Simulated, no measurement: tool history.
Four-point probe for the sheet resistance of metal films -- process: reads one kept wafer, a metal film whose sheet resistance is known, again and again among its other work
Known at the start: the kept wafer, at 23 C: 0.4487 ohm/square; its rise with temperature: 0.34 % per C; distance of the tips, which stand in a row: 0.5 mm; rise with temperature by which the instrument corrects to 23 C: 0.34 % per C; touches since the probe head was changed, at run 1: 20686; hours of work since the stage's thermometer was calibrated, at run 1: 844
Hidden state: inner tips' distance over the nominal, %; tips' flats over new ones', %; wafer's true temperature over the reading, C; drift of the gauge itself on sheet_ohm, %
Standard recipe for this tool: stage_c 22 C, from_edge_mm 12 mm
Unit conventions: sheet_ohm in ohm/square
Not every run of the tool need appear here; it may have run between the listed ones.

run,hour,stage_c,from_edge_mm,touches since the probe head was changed,hours of work since the stage's thermometer was calibrated,sheet_ohm
1,0,22,12,20686,844,0.451018
2,16.6,31,12,21429,854,0.451237
3,30.3,22,12,22040,862,0.451289
4,40.8,22,6,22507,868,0.452383
5,49.3,22,12,22887,873,0.451192
6,65.4,22,12,23608,883,0.451092
7,76.8,34,12,24115,890,0.451241
8,91.4,22,12,24770,898,0.451099
9,102.4,22,13,25260,905,0.451111
10,110.4,22,13,25619,910,0.451175
11,120.8,22,4,26082,916,0.454502
12,135.7,22,20,26750,925,0.451137
13,148.6,22,20,27325,932,0.450944
14,156.3,22,12,27666,937,0.45124
15,173.3,22,13,28427,947,0.450979
16,185.9,22,13,28992,954,0.451132
17,202.4,22,4,29726,964,0.454688
# hour 203.8: stage's thermometer calibrated
18,213.2,22,4,30188,6,0.454923
19,221.6,22,12,30562,11,0.451404
20,233.4,22,12,31088,17,0.4515
21,241.3,22,12,31444,22,0.451422
# hour 246.9: stage's thermometer calibrated, once more
22,251,22,12,31852,2,0.450809
23,268.8,30,25,32650,13,0.450701
24,285.1,30,63,33375,23,0.450676
25,295,21,7,33817,28,0.451738
26,304.5,29,16,34244,34,0.451007
27,316,20,25,34755,41,0.450356
28,329.9,31,5,35376,49,0.453265
29,338.4,19,10,35758,54,0.451155
30,352.4,19,10,36382,62,0.451092
31,360.9,18,12,36765,68,0.450945
32,375.1,18,12,37396,76,0.450934
33,393,32,37,38197,87,0.450859
34,410.1,30,5,38962,97,0.453105
35,421.2,24,43,39458,103,0.450716
36,432.4,24,43,39958,110,0.450804
37,441.2,20,3,40348,115,0.45717
38,451.1,20,6,40791,121,0.452375
39,462.7,22,5,41312,128,0.453225
40,470.3,22,5,41652,132,0.453114
41,481.6,22,5,42155,139,0.453317
42,493.7,19,6,42696,146,0.452485
43,506.3,19,42,43258,154,0.450578
44,516.5,19,42,43711,160,0.450699

Across each entry between runs, compare the hidden state at the last listed run before it with the hidden state at the first listed run after it:
Runs 17 to 18: stage's thermometer calibrated (hour 203.8)
  inner tips' distance over the nominal, %: 0.357 -> 0.358; wafer's true temperature over the reading, C: 0.27 -> 0.43
  measured less the result without the state, sheet_ohm: +0.002163 -> +0.002425 ohm/square
Runs 21 to 22: stage's thermometer calibrated, once more (hour 246.9)
  inner tips' distance over the nominal, %: 0.362 -> 0.363; wafer's true temperature over the reading, C: 0.44 -> 0.04
  measured less the result without the state, sheet_ohm: +0.002432 -> +0.001821 ohm/square
